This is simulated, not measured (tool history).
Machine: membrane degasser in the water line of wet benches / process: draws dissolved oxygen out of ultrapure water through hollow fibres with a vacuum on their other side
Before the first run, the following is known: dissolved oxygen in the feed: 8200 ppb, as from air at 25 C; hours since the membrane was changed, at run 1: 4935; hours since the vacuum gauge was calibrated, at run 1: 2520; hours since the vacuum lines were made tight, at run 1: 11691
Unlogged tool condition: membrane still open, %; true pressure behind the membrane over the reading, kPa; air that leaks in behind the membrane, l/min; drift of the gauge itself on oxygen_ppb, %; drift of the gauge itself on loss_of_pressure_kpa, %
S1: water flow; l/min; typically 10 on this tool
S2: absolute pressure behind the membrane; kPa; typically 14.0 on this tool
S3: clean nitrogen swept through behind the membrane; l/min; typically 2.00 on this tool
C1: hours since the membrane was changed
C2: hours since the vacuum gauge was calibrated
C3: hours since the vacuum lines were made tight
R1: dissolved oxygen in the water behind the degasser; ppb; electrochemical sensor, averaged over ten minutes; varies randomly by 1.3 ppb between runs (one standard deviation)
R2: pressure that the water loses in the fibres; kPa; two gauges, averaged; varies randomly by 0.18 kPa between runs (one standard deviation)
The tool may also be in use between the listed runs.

Run 1, hour 0.0: usual settings; C1 4935; C2 2520; C3 11691. Result: R1 138.1 ppb, R2 29.91 kPa.
Run 2, hour 308.4: usual settings; C1 5243; C2 2829; C3 11999. Result: R1 137.9 ppb, R2 30.37 kPa.
At hour 623.8: vacuum gauge calibrated.
Run 3, hour 623.8: usual settings but S3 3.21 l/min; C1 5558; C2 0; C3 12314. Result: R1 89.4 ppb, R2 30.58 kPa.
Run 4, hour 821.9: usual settings but S3 3.21 l/min; C1 5756; C2 198; C3 12512. Result: R1 91.7 ppb, R2 30.63 kPa.
Run 5, hour 1076.4: usual settings; C1 6011; C2 453; C3 12767. Result: R1 138.3 ppb, R2 30.18 kPa.
Run 6, hour 1329.3: usual settings; C1 6264; C2 705; C3 13020. Result: R1 137.2 ppb, R2 30.35 kPa.
Run 7, hour 1619.8: usual settings; C1 6554; C2 996; C3 13310. Result: R1 138.2 ppb, R2 30.42 kPa.
Run 8, hour 1802.4: usual settings; C1 6737; C2 1179; C3 13493. Result: R1 135.6 ppb, R2 30.41 kPa.
Run 9, hour 1978.3: usual settings; C1 6913; C2 1354; C3 13669. Result: R1 137.1 ppb, R2 30.14 kPa.
Run 10, hour 2285.6: usual settings; C1 7220; C2 1662; C3 13976. Result: R1 136.2 ppb, R2 30.15 kPa.
At hour 2473.5: seals of the vacuum lines changed.
Run 11, hour 2583.4: usual settings; C1 7516; C2 1958; C3 110. Result: R1 138.0 ppb, R2 30.52 kPa.
Run 12, hour 2752.7: usual settings; C1 7685; C2 2127; C3 279. Result: R1 138.7 ppb, R2 30.15 kPa.
Run 13, hour 3021.6: usual settings; C1 7954; C2 2396; C3 548. Result: R1 139.3 ppb, R2 29.94 kPa.
Run 14, hour 3313.6: usual settings but S1 7 l/min, S2 11.0 kPa; C1 8246; C2 2688; C3 840. Result: R1 67.4 ppb, R2 21.17 kPa.
Run 15, hour 3505.8: usual settings but S1 8 l/min, S2 20.0 kPa, S3 4.96 l/min; C1 8438; C2 2880; C3 1032. Result: R1 69.1 ppb, R2 24.28 kPa.
Run 16, hour 3697.6: usual settings but S1 8 l/min, S2 20.0 kPa, S3 4.96 l/min; C1 8630; C2 3072; C3 1224. Result: R1 69.9 ppb, R2 24.19 kPa.
At hour 3772.2: vacuum gauge calibrated.
Run 17, hour 3902.6: usual settings but S3 1.12 l/min; C1 8834; C2 130; C3 1429. Result: R1 232.8 ppb, R2 30.25 kPa.
Run 18, hour 4075.0: usual settings but S3 1.12 l/min; C1 9007; C2 303; C3 1601. Result: R1 232.8 ppb, R2 29.76 kPa.
Run 19, hour 4210.1: usual settings but S2 15.4 kPa, S3 0.86 l/min; C1 9142; C2 438; C3 1736. Result: R1 327.3 ppb, R2 30.55 kPa.
Run 20, hour 4478.0: usual settings but S1 9 l/min, S3 1.57 l/min; C1 9410; C2 706; C3 2004. Result: R1 153.7 ppb, R2 26.90 kPa.
Run 21, hour 4635.1: usual settings but S1 6 l/min, S3 1.18 l/min; C1 9567; C2 863; C3 2161. Result: R1 132.6 ppb, R2 18.47 kPa.
Run 22, hour 4953.7: usual settings but S1 12 l/min, S3 1.49 l/min; C1 9885; C2 1182; C3 2480. Result: R1 217.8 ppb, R2 36.54 kPa.
Run 23, hour 5262.1: usual settings but S1 6 l/min, S3 3.71 l/min; C1 10194; C2 1490; C3 2788. Result: R1 44.2 ppb, R2 18.05 kPa.
Run 24, hour 5439.4: usual settings but S1 6 l/min, S3 3.71 l/min; C1 10371; C2 1667; C3 2965. Result: R1 43.4 ppb, R2 17.93 kPa.
Run 25, hour 5665.4: usual settings but S1 6 l/min, S3 3.71 l/min; C1 10597; C2 1893; C3 3191. Result: R1 43.1 ppb, R2 18.16 kPa.

Each row is a separate what-if for the run after 25, all from the same tool condition, not one after another. Results?
Run A, hour 5929.0: usual settings but S2 8.5 kPa, S3 4.97 l/min; C1 10861; C2 2157; C3 3455. Result: R1 ?, R2 ?.
Run B, hour 5929.0: usual settings but S1 15 l/min, S2 17.6 kPa, S3 1.15 l/min; C1 10861; C2 2157; C3 3455. Result: R1 ?, R2 ?.
Run C, hour 5929.0: usual settings but S1 8 l/min, S2 12.3 kPa, S3 2.58 l/min; C1 10861; C2 2157; C3 3455. Result: R1 ?, R2 ?.
Run D, hour 5929.0: usual settings but S1 14 l/min, S3 3.71 l/min; C1 10861; C2 2157; C3 3455. Result: R1 ?, R2 ?.
Run E, hour 5929.0: usual settings but S3 2.48 l/min; C1 10861; C2 2157; C3 3455. Result: R1 ?, R2 ?.

run     R1     R2
  A   33.6  30.11
  B  460.3  45.49
  C   72.5  24.18
  D  134.9  42.34
  E  111.4  30.28
Without the tool's hidden state the same runs would have given:
run     R1     R2
  A   33.5  30.07
  B  459.8  45.42
  C   72.4  24.14
  D  134.5  42.27
  E  111.3  30.23
